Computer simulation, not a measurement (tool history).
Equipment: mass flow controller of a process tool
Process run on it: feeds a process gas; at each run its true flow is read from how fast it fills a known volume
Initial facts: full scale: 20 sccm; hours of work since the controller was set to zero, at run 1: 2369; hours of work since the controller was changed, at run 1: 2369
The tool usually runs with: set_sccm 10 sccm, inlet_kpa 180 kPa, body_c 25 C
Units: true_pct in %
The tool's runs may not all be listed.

run      day  set_sccm  inlet_kpa  body_c  hours of work since the controller was set to zero  hours of work since the controller was changed  true_pct
  1        0        10        180      25                                                2369                                            2369     99.19
  2    2.346        10        180      25                                                2405                                            2405     99.08
  3    4.321        10        180      25                                                2435                                            2435     99.17
  4    6.417        10        180      25                                                2467                                            2467     99.25
  5   10.292        10        180      25                                                2526                                            2526     99.05
  6   12.729        10        180      38                                                2563                                            2563     98.07
  7   17.112        10        180      25                                                2630                                            2630     99.09
  8   19.654        10        180      25                                                2669                                            2669     99.01
  9   22.267        10        180      25                                                2708                                            2708      99.1
 10   26.317        10        180      25                                                2770                                            2770     99.27
 11   30.775        10        180      25                                                2838                                            2838     99.06
 12    34.85         4        180      25                                                2900                                            2900     98.46
 13   37.692        10        180      33                                                2943                                            2943     98.32
 14   42.021        10        187      33                                                3009                                            3009     98.41
 15   43.812        10        187      33                                                3037                                            3037     98.39
 16   48.258        10        187      33                                                3104                                            3104     98.54
 17   51.725        10        187      33                                                3157                                            3157     98.33
 18     55.3        10        187      33                                                3212                                            3212     98.47
 19   59.662        16        180      25                                                3278                                            3278     99.72
 20   62.096        16        180      25                                                3315                                            3315     99.76
 21   65.204        16        180      25                                                3363                                            3363     99.63
 22   68.488        16        180      25                                                3413                                            3413     99.79
 23   70.483        10        180      25                                                3443                                            3443     99.14
 24     73.4        10        180      25                                                3488                                            3488     99.09
 25   77.854         7        174      29                                                3555                                            3555     98.41
 26   81.012        17        268      29                                                3604                                            3604     98.86
 27   82.846        20        214      22                                                3632                                            3632    100.17
 28   86.458        20        214      22                                                3687                                            3687    100.21
 29   89.192         3        222      22                                                3728                                            3728     98.35
 30   92.938         9        180      37                                                3785                                            3785     97.94
 31   97.067         8        180      37                                                3848                                            3848     98.04
 32  100.046         8        180      37                                                3894                                            3894     97.95
 33  103.683         8        180      37                                                3949                                            3949     97.96
 34  107.196         8        180      37                                                4003                                            4003     97.95
 35  110.012         2        180      26                                                4045                                            4045     98.13
 36  112.058         2        158      29                                                4077                                            4077     98.13
 37  113.971         4        228      36                                                4106                                            4106     97.28
 38    116.4        20        165      29                                                4143                                            4143     99.99
 39  119.967        20        165      29                                                4197                                            4197     99.83

Run 40, settings as shown, results not yet in. Your forecast:
       121.9  -- controller's zero set anew
 40  122.458        20        165      29                                                   9                                            4235         ?

Run 40 yielded true_pct 99.85 %.
The same run, on a tool lacking any hidden state, would have yielded true_pct 99.86 %.
